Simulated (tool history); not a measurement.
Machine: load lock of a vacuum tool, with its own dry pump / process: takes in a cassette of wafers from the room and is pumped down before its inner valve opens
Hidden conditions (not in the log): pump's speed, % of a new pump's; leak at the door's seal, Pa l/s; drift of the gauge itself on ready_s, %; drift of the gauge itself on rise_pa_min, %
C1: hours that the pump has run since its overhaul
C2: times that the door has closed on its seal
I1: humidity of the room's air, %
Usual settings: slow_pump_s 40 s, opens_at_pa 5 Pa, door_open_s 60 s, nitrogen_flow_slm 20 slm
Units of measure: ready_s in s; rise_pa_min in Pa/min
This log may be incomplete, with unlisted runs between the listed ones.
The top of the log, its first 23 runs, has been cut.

{"run": 24, "hour": 1472.7, "slow_pump_s": 25, "opens_at_pa": 4, "door_open_s": 60, "nitrogen_flow_slm": 20, "C1": 3234, "C2": 309, "I1": 41.3, "ready_s": 64.3, "rise_pa_min": 0.026}
{"run": 25, "hour": 1533.3, "slow_pump_s": 25, "opens_at_pa": 4, "door_open_s": 60, "nitrogen_flow_slm": 5, "C1": 3295, "C2": 463, "I1": 41.8, "ready_s": 64.8, "rise_pa_min": 0.043}
{"run": 26, "hour": 1605.9, "slow_pump_s": 31, "opens_at_pa": 4, "door_open_s": 60, "nitrogen_flow_slm": 5, "C1": 3367, "C2": 648, "I1": 47.1, "ready_s": 69.6, "rise_pa_min": 0.043}
{"run": 27, "hour": 1681.7, "slow_pump_s": 31, "opens_at_pa": 4, "door_open_s": 60, "nitrogen_flow_slm": 5, "C1": 3443, "C2": 842, "I1": 42.4, "ready_s": 68.6, "rise_pa_min": 0.039}
{"run": 28, "hour": 1739.7, "slow_pump_s": 73, "opens_at_pa": 4, "door_open_s": 115, "nitrogen_flow_slm": 13, "C1": 3501, "C2": 990, "I1": 48, "ready_s": 101, "rise_pa_min": 0.059}
{"run": 29, "hour": 1795.9, "slow_pump_s": 73, "opens_at_pa": 7, "door_open_s": 105, "nitrogen_flow_slm": 13, "C1": 3557, "C2": 1133, "I1": 44.4, "ready_s": 99.4, "rise_pa_min": 0.048}
{"run": 30, "hour": 1884.4, "slow_pump_s": 73, "opens_at_pa": 7, "door_open_s": 105, "nitrogen_flow_slm": 13, "C1": 3646, "C2": 1359, "I1": 45.3, "ready_s": 99, "rise_pa_min": 0.047}
{"run": 31, "hour": 1931.2, "slow_pump_s": 37, "opens_at_pa": 8, "door_open_s": 181, "nitrogen_flow_slm": 32, "C1": 3693, "C2": 1478, "I1": 45.2, "ready_s": 71, "rise_pa_min": 0.046}
{"run": 32, "hour": 1992.8, "slow_pump_s": 52, "opens_at_pa": 8, "door_open_s": 60, "nitrogen_flow_slm": 4, "C1": 3754, "C2": 1635, "I1": 47.9, "ready_s": 83.2, "rise_pa_min": 0.053}
{"run": 33, "hour": 2052.4, "slow_pump_s": 52, "opens_at_pa": 7, "door_open_s": 101, "nitrogen_flow_slm": 4, "C1": 3814, "C2": 1787, "I1": 43, "ready_s": 82.5, "rise_pa_min": 0.065}
{"run": 34, "hour": 2121.5, "slow_pump_s": 52, "opens_at_pa": 7, "door_open_s": 101, "nitrogen_flow_slm": 4, "C1": 3883, "C2": 1963, "I1": 46.9, "ready_s": 82.4, "rise_pa_min": 0.065}
{"run": 35, "hour": 2185.1, "slow_pump_s": 40, "opens_at_pa": 5, "door_open_s": 60, "nitrogen_flow_slm": 30, "C1": 3946, "C2": 2125, "I1": 42.4, "ready_s": 75.4, "rise_pa_min": 0.028}
{"run": 36, "hour": 2251.9, "slow_pump_s": 48, "opens_at_pa": 5, "door_open_s": 60, "nitrogen_flow_slm": 34, "C1": 4013, "C2": 2296, "I1": 43, "ready_s": 82.7, "rise_pa_min": 0.025}
{"run": 37, "hour": 2329.8, "slow_pump_s": 38, "opens_at_pa": 7, "door_open_s": 60, "nitrogen_flow_slm": 18, "C1": 4091, "C2": 2494, "I1": 44.5, "ready_s": 72.3, "rise_pa_min": 0.033}

Alternative continuations, all from the tool just after run 37; predict every row:
{"run": "A", "hour": 2402.6, "slow_pump_s": 38, "opens_at_pa": 8, "door_open_s": 60, "nitrogen_flow_slm": 18, "C1": 4164, "C2": 2680, "I1": 46.4, "ready_s": "?", "rise_pa_min": "?"}
{"run": "B", "hour": 2402.6, "slow_pump_s": 26, "opens_at_pa": 5, "door_open_s": 60, "nitrogen_flow_slm": 12, "C1": 4164, "C2": 2680, "I1": 48.5, "ready_s": "?", "rise_pa_min": "?"}
{"run": "C", "hour": 2402.6, "slow_pump_s": 38, "opens_at_pa": 7, "door_open_s": 44, "nitrogen_flow_slm": 18, "C1": 4164, "C2": 2680, "I1": 46.3, "ready_s": "?", "rise_pa_min": "?"}

run=A ready_s=71.1 rise_pa_min=0.04
run=B ready_s=64.6 rise_pa_min=0.038
run=C ready_s=72.8 rise_pa_min=0.033
Without the tool's unlogged condition, the same runs would have read:
run=A ready_s=70.6 rise_pa_min=0.031
run=B ready_s=64.1 rise_pa_min=0.03
run=C ready_s=72.3 rise_pa_min=0.025
